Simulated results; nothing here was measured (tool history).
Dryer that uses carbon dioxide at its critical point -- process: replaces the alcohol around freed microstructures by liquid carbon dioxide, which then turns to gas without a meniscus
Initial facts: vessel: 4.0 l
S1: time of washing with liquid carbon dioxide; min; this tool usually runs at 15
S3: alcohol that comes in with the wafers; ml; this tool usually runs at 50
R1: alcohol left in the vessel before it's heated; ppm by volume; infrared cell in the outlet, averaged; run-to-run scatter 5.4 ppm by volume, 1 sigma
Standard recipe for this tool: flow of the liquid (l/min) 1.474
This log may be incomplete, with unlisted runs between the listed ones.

Run 1, day 0: usual settings. Result: R1 223 ppm by volume.
Run 2, day 3.092: usual settings. Result: R1 252 ppm by volume.
Run 3, day 5.138: usual settings. Result: R1 290 ppm by volume.
At day 6.412: inlet filter changed.
Run 4, day 8.108: usual settings. Result: R1 206 ppm by volume.
Run 5, day 9.754: usual settings. Result: R1 198 ppm by volume.
Run 6, day 12.046: usual settings but S1 17 min. Result: R1 140 ppm by volume.
Run 7, day 14.658: usual settings but flow of the liquid (l/min) 2.34. Result: R1 75 ppm by volume.
Run 8, day 17.088: usual settings but flow of the liquid (l/min) 2.34. Result: R1 91 ppm by volume.
Run 9, day 19.4: usual settings. Result: R1 292 ppm by volume.
At day 20.525: inlet filter changed.
Run 10, day 22.083: usual settings. Result: R1 211 ppm by volume.
Run 11, day 23.654: usual settings. Result: R1 230 ppm by volume.
Run 12, day 26.433: usual settings. Result: R1 251 ppm by volume.
Run 13, day 29.175: usual settings. Result: R1 277 ppm by volume.
Run 14, day 30.508: usual settings but S1 19 min. Result: R1 162 ppm by volume.
Run 15, day 32.504: usual settings but S1 19 min. Result: R1 175 ppm by volume.
At day 34.642: inlet filter changed.
Run 16, day 34.817: usual settings. Result: R1 219 ppm by volume.
At day 36.675: purifier's bed changed.
Run 17, day 37.183: usual settings but flow of the liquid (l/min) 1.02. Result: R1 555 ppm by volume.
Run 18, day 40.129: usual settings but flow of the liquid (l/min) 1.02. Result: R1 640 ppm by volume.
Run 19, day 42.612: usual settings but flow of the liquid (l/min) 1.02. Result: R1 678 ppm by volume.
Run 20, day 44.296: usual settings but S1 12 min. Result: R1 466 ppm by volume.
Run 21, day 46.392: usual settings. Result: R1 231 ppm by volume.
At day 48.854: inlet filter changed.
Run 22, day 49.392: usual settings. Result: R1 172 ppm by volume.
Run 23, day 52.321: usual settings. Result: R1 179 ppm by volume.
Run 24, day 55.204: usual settings. Result: R1 210 ppm by volume.
Run 25, day 57.688: usual settings but S1 22 min, S3 40 ml. Result: R1 67 ppm by volume.
Run 26, day 59.258: usual settings but S1 10 min, flow of the liquid (l/min) 2.27, S3 60 ml. Result: R1 271 ppm by volume.
Run 27, day 60.771: usual settings but flow of the liquid (l/min) 1.2, S3 30 ml. Result: R1 334 ppm by volume.
Run 28, day 62.404: usual settings but flow of the liquid (l/min) 1.2, S3 30 ml. Result: R1 351 ppm by volume.
At day 62.896: inlet filter changed.
Run 29, day 63.817: usual settings but S1 14 min, flow of the liquid (l/min) 1.3, S3 30 ml. Result: R1 234 ppm by volume.
Run 30, day 66.717: usual settings but S1 14 min, flow of the liquid (l/min) 1.3, S3 30 ml. Result: R1 278 ppm by volume.
Run 31, day 68.829: usual settings but S1 10 min, flow of the liquid (l/min) 0.96, S3 91 ml. Result: R1 3671 ppm by volume.
Run 32, day 70.771: usual settings but S1 22 min, flow of the liquid (l/min) 1.21, S3 96 ml. Result: R1 223 ppm by volume.
Run 33, day 73.283: usual settings but S1 22 min, flow of the liquid (l/min) 1.16, S3 40 ml. Result: R1 168 ppm by volume.
Run 34, day 76.129: usual settings but S1 11 min, flow of the liquid (l/min) 1.27, S3 28 ml. Result: R1 658 ppm by volume.
At day 76.962: inlet filter changed.
Run 35, day 78.333: usual settings but S1 17 min. Result: R1 163 ppm by volume.
Run 36, day 81.212: usual settings but S1 11 min, flow of the liquid (l/min) 1.36, S3 42 ml. Result: R1 622 ppm by volume.
Run 37, day 83.754: usual settings but S1 12 min, flow of the liquid (l/min) 0.92, S3 64 ml. Result: R1 2031 ppm by volume.
Run 38, day 86.796: usual settings but S1 9 min, flow of the liquid (l/min) 2.16, S3 38 ml. Result: R1 362 ppm by volume.
Run 39, day 88.442: usual settings but S1 9 min, flow of the liquid (l/min) 2.16, S3 38 ml. Result: R1 371 ppm by volume.
Run 40, day 90.171: usual settings but S1 9 min, flow of the liquid (l/min) 2.16, S3 38 ml. Result: R1 398 ppm by volume.
At day 90.425: purifier's bed changed.
At day 91.133: inlet filter changed.
Run 41, day 92.754: usual settings but S1 19 min, flow of the liquid (l/min) 0.99, S3 37 ml. Result: R1 216 ppm by volume.
Run 42, day 94.862: usual settings but S3 38 ml. Result: R1 125 ppm by volume.
Run 43, day 97.388: usual settings but S3 38 ml. Result: R1 147 ppm by volume.
Run 44, day 99.592: usual settings but flow of the liquid (l/min) 1.1, S3 42 ml. Result: R1 470 ppm by volume.
Run 45, day 101.996: usual settings but S1 12 min, flow of the liquid (l/min) 2.21, S3 29 ml. Result: R1 83 ppm by volume.

3 options for the next run, each taken on its own from the tool as it stands now. Forecast them:
Run A, day 103.583: usual settings but flow of the liquid (l/min) 1.38, S3 65 ml. Result: R1 ?.
Run B, day 103.583: usual settings but S1 24 min. Result: R1 ?.
Run C, day 103.583: usual settings but S1 21 min, flow of the liquid (l/min) 2.24, S3 29 ml. Result: R1 ?.

run   R1
  A  407
  B   51
  C   24
With no hidden state in the tool, these same runs would have given:
run   R1
  A  223
  B   11
  C    0

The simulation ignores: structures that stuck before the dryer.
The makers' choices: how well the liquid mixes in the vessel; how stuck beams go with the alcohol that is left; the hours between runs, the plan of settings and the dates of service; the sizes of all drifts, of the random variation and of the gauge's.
